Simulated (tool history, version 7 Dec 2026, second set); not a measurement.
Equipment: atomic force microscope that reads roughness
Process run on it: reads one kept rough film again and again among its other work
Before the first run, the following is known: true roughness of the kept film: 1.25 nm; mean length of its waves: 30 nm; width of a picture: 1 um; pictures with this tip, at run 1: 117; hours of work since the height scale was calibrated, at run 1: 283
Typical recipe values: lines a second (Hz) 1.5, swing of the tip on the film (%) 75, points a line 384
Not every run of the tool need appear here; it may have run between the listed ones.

| run | hour | lines a second (Hz) | swing of the tip on the film (%) | points a line | pictures with this tip | hours of work since the height scale was calibrated | roughness of the kept film (nm (root mean square)) |
|---|---|---|---|---|---|---|---|
| 1 | 0 | 1.5 | 75 | 384 | 117 | 283 | 1.057 |
| 2 | 20.6 | 1.5 | 75 | 384 | 138 | 294 | 1.044 |
| 3 | 31.6 | 1.5 | 75 | 384 | 150 | 300 | 1.044 |
| 4 | 51.5 | 1.5 | 75 | 384 | 170 | 310 | 1.023 |
| 5 | 70.8 | 1.5 | 75 | 586 | 190 | 320 | 1.021 |
|  | 85.5 | new tip fitted |
| 6 | 87.6 | 1.74 | 75 | 384 | 2 | 328 | 1.121 |
| 7 | 108.9 | 1.74 | 75 | 384 | 24 | 339 | 1.11 |
| 8 | 127.5 | 1.5 | 75 | 293 | 44 | 348 | 1.1 |
| 9 | 145.3 | 1.5 | 75 | 445 | 62 | 358 | 1.088 |
| 10 | 166.9 | 1.5 | 75 | 740 | 85 | 369 | 1.073 |
| 11 | 187.7 | 1.5 | 75 | 384 | 106 | 379 | 1.069 |
| 12 | 209.2 | 1.5 | 75 | 384 | 128 | 390 | 1.058 |
| 13 | 228.9 | 1.5 | 75 | 384 | 149 | 400 | 1.035 |
| 14 | 241.9 | 1.5 | 75 | 384 | 162 | 407 | 1.028 |
| 15 | 260 | 1.5 | 75 | 384 | 181 | 416 | 1.011 |
| 16 | 279.7 | 1.5 | 75 | 384 | 201 | 426 | 1.017 |
|  | 283.6 | new tip fitted |
| 17 | 294.9 | 0.87 | 75 | 384 | 12 | 434 | 1.137 |
| 18 | 306.5 | 0.87 | 75 | 384 | 24 | 440 | 1.139 |
| 19 | 317.3 | 1.5 | 75 | 417 | 35 | 445 | 1.104 |
| 20 | 327.3 | 1.5 | 75 | 417 | 45 | 451 | 1.099 |
| 21 | 339.1 | 1.5 | 75 | 417 | 58 | 457 | 1.095 |
| 22 | 348.7 | 1.5 | 75 | 417 | 67 | 462 | 1.089 |
| 23 | 358.5 | 0.78 | 75 | 384 | 78 | 466 | 1.099 |
| 24 | 378.9 | 0.78 | 75 | 384 | 99 | 477 | 1.091 |
| 25 | 396.4 | 0.73 | 75 | 384 | 117 | 486 | 1.096 |
| 26 | 414.2 | 0.73 | 75 | 384 | 135 | 495 | 1.071 |
| 27 | 429.9 | 0.73 | 55 | 257 | 152 | 503 | 1.094 |
| 28 | 446.5 | 1.5 | 72 | 585 | 169 | 512 | 1.053 |
| 29 | 466.1 | 1.5 | 69 | 861 | 189 | 522 | 1.044 |
| 30 | 479.6 | 1.5 | 69 | 861 | 203 | 528 | 1.027 |
|  | 481.5 | new tip fitted |
|  | 482.5 | height scale calibrated on a step standard |
| 31 | 503.2 | 1.5 | 69 | 861 | 21 | 11 | 1.124 |
|  | 519.4 | height scale calibrated on a step standard, once more |
| 32 | 521.5 | 1.5 | 69 | 861 | 39 | 1 | 1.128 |
| 33 | 532.5 | 1.5 | 69 | 861 | 50 | 7 | 1.116 |
| 34 | 553 | 1.5 | 75 | 767 | 72 | 17 | 1.076 |
| 35 | 572.7 | 2.32 | 75 | 362 | 92 | 27 | 1.047 |
| 36 | 595 | 1.24 | 75 | 409 | 115 | 39 | 1.065 |
| 37 | 615.3 | 2.21 | 76 | 384 | 136 | 49 | 1.018 |
| 38 | 630 | 2.21 | 76 | 384 | 151 | 57 | 1.008 |
| 39 | 643 | 0.54 | 63 | 764 | 165 | 63 | 1.096 |
| 40 | 655.5 | 0.54 | 85 | 543 | 178 | 70 | 1.043 |
| 41 | 667 | 0.54 | 85 | 543 | 190 | 76 | 1.044 |
| 42 | 679.7 | 0.97 | 75 | 384 | 203 | 82 | 1.026 |
|  | 683.2 | new tip fitted |
| 43 | 690.4 | 1.5 | 76 | 443 | 7 | 87 | 1.127 |
| 44 | 712.1 | 0.63 | 61 | 374 | 30 | 98 | 1.159 |
| 45 | 723.1 | 1.55 | 62 | 384 | 41 | 104 | 1.138 |

Below, some changes in roughness of the kept film (nm (root mean square)) between adjacent runs. For each, the amount present without the hidden state too (settings, incoming material, random variation) and the amount remaining for the hidden state with gauge scatter not shared by both compared results:
Unlogged tool condition in this case: radius of the tip, nm; height scale over the true one, %; drift of the gauge itself on roughness_nm, %.
Run 5 -> 6: lines a second (Hz) 1.5 -> 1.74, points a line 586 -> 384, new tip fitted. roughness of the kept film (nm (root mean square)) +0.1: hidden state +0.112, all else -0.012.
Run 16 -> 17: lines a second (Hz) 1.5 -> 0.87, new tip fitted. roughness of the kept film (nm (root mean square)) +0.12: hidden state +0.104, all else +0.016.
Run 42 -> 43: lines a second (Hz) 0.97 -> 1.5, swing of the tip on the film (%) 75 -> 76, points a line 384 -> 443, new tip fitted. roughness of the kept film (nm (root mean square)) +0.101: hidden state +0.112, all else -0.011.

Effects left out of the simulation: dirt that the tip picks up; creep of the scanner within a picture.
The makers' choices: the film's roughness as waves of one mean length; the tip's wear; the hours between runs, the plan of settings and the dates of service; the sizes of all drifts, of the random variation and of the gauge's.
